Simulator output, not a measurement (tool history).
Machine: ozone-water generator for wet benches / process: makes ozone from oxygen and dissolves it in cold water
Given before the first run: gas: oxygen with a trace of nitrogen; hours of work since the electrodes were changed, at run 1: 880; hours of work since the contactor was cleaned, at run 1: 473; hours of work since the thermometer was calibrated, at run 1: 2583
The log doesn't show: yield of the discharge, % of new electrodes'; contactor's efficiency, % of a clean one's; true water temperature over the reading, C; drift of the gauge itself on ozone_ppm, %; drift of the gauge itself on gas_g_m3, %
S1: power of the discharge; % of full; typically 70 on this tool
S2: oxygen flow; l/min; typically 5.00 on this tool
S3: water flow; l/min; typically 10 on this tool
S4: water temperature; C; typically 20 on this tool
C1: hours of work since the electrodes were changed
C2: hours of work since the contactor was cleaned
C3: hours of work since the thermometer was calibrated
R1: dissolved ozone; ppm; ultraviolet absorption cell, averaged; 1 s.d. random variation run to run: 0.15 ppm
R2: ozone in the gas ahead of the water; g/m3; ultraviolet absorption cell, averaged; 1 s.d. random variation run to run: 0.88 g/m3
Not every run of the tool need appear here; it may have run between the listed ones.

run,day,S1,S2,S3,S4,C1,C2,C3,R1,R2
1,0.000,70,5.00,10,20,880,473,2583,17.9,137.9
2,0.917,70,5.00,10,20,901,493,2603,17.6,137.4
3,2.404,48,5.00,10,20,934,526,2636,13.0,102.1
4,3.229,70,5.00,10,18,952,544,2654,18.1,138.1
5,4.388,70,5.00,10,18,978,570,2680,18.1,136.9
6,5.158,70,5.00,10,12,995,587,2697,20.4,137.9
7,6.625,70,5.00,10,12,1027,619,2729,20.0,137.1
8,7.908,70,3.10,10,20,1055,648,2758,17.3,169.5
9,9.112,70,3.10,10,20,1082,674,2784,17.3,168.4
10,9.975,70,5.00,10,13,1101,693,2804,19.7,137.0
11,10.967,70,5.00,10,23,1123,715,2825,16.3,136.0
12,12.425,70,5.00,10,20,1155,747,2858,17.3,137.7
13,13.604,96,5.00,10,20,1181,774,2884,22.1,175.9
# day 13.771: water thermometer calibrated
14,14.746,96,5.00,10,20,1206,798,22,22.2,175.1
15,16.275,70,5.00,10,20,1240,832,55,17.2,136.2
16,17.296,70,5.00,10,19,1263,855,78,17.4,136.6
17,18.654,70,5.00,10,19,1293,885,108,17.4,134.6
18,19.662,47,8.14,11,20,1315,907,130,10.9,79.3
19,20.721,42,8.14,9,20,1338,930,154,11.6,72.5
20,22.054,42,8.14,9,20,1368,960,183,11.6,72.5
21,22.854,70,7.83,10,25,1385,978,201,14.2,111.0
# day 23.542: water thermometer calibrated, once more
22,23.704,55,7.83,10,25,1404,996,4,12.1,92.3
23,25.154,44,5.54,7,20,1436,1028,36,15.0,88.6
24,26.462,44,5.54,8,13,1465,1057,65,15.8,88.7
25,27.479,44,5.24,8,23,1487,1080,87,12.8,90.9
26,28.771,44,5.24,14,23,1516,1108,116,8.4,91.0
27,30.325,70,5.00,10,17,1550,1142,150,17.9,133.5
28,31.167,81,5.00,14,13,1569,1161,169,16.1,150.3
29,32.108,81,5.00,14,13,1590,1182,190,16.2,151.4
30,33.238,99,4.72,15,23,1615,1207,214,15.1,177.9
31,33.950,73,3.33,12,23,1630,1223,230,14.2,164.5
32,35.338,73,3.33,12,23,1661,1253,261,14.2,163.9

Describe how what the log doesn't record of the tool's condition differs between the last listed run preceding each entry between runs and the first listed run following it.
In the gap between runs 13 and 14: water thermometer calibrated (day 13.771)
  yield of the discharge, % of new electrodes': 93.5 -> 93.4; true water temperature over the reading, C: 0.33 -> 0.38
  what was measured, less what the result would be without the hidden state, R1: -2.6 -> -2.7 ppm; R2: -15.5 -> -15.7 g/m3
In the gap between runs 21 and 22: water thermometer calibrated, once more (day 23.542)
  yield of the discharge, % of new electrodes': 92.5 -> 92.4; true water temperature over the reading, C: 0.4 -> 0
  what was measured, less what the result would be without the hidden state, R1: -1.7 -> -1.1 ppm; R2: -9.0 -> -5.9 g/m3
